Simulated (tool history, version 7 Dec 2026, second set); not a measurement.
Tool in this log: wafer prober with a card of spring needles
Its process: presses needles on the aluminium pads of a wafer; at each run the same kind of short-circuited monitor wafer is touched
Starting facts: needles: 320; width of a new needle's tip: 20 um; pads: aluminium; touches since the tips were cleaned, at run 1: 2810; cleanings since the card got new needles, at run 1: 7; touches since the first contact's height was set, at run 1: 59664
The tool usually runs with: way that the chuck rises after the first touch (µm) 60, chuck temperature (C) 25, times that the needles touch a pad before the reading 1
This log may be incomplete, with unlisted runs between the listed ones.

run   hour  way that the chuck rises after the first touch (µm)  chuck temperature (C)  times that the needles touch a pad before the reading  touches since the tips were cleaned  cleanings since the card got new needles  touches since the first contact's height was set  resistance of one needle with its contact and lead (mohm)  way that a needle slides on the pad (µm)
  1      0                                                   60                     25                                                      1                                 2810                                         7                                             59664                                                        384                                     11.67
  2   11.1                                                   60                     25                                                      1                                 6051                                         7                                             62905                                                        429                                      11.6
      15.8  -- tips cleaned on abrasive film
  3   23.3                                                   60                     69                                                      1                                 2179                                         8                                             66429                                                        453                                     11.58
  4   30.9                                                   60                     69                                                      1                                 4382                                         8                                             68632                                                        443                                     11.52
  5   40.2                                                   60                     69                                                      1                                 7116                                         8                                             71366                                                        445                                     11.55
      41.4  -- tips cleaned on abrasive film
  6   50.5                                                   60                     25                                                      1                                 2655                                         9                                             74337                                                        367                                     11.61
  7   60.6                                                   54                     25                                                      1                                 5593                                         9                                             77275                                                        466                                     10.35
      66.9  -- tips cleaned on abrasive film
      68.8  -- tips cleaned on abrasive film, once more
  8   69.9                                                   54                     25                                                      1                                  332                                        11                                             79932                                                        258                                     10.44
  9   82.9                                                   54                     25                                                      1                                 4123                                        11                                             83723                                                        444                                     10.33
 10   93.2                                                   46                     47                                                      2                                 7114                                        11                                             86714                                                        430                                      8.79
      95.1  -- tips cleaned on abrasive film
 11  102.8                                                   46                     30                                                      2                                 2220                                        12                                             89472                                                        359                                      8.87
 12  115.3                                                   43                     25                                                      1                                 5871                                        12                                             93123                                                        621                                      8.26
     120.8  -- tips cleaned on abrasive film
 13  121.4                                                   43                     25                                                      1                                  186                                        13                                             94884                                                        288                                      8.21
 14  128.9                                                   64                     25                                                      3                                 2375                                        13                                             97073                                                        263                                      12.3
 15  141.5                                                   74                     25                                                      2                                 6038                                        13                                            100736                                                        304                                     14.26
     147.3  -- tips cleaned on abrasive film
 16  147.4                                                   47                     71                                                      1                                   42                                        14                                            102429                                                        252                                      8.92
 17  152.9                                                   47                     71                                                      1                                 1639                                        14                                            104026                                                        392                                      9.01

What if the next run were any one of these 3? Each begins from the tool's condition after run 17:
  A  164.3                                                   66                    122                                                      1                                 4954                                        14                                            107341                                                          ?                                         ?
  B  164.3                                                   47                     41                                                      1                                 4954                                        14                                            107341                                                          ?                                         ?
  C  164.3                                                   47                     28                                                      1                                 4954                                        14                                            107341                                                          ?                                         ?

run  resistance of one needle with its contact and lead (mohm)  way that a needle slides on the pad (µm)
  A                                                        387                                     12.75
  B                                                        532                                      8.96
  C                                                        542                                      9.01
Without the tool's hidden state the same runs would have given:
run  resistance of one needle with its contact and lead (mohm)  way that a needle slides on the pad (µm)
  A                                                        243                                     12.99
  B                                                        222                                       9.2
  C                                                        223                                      9.25

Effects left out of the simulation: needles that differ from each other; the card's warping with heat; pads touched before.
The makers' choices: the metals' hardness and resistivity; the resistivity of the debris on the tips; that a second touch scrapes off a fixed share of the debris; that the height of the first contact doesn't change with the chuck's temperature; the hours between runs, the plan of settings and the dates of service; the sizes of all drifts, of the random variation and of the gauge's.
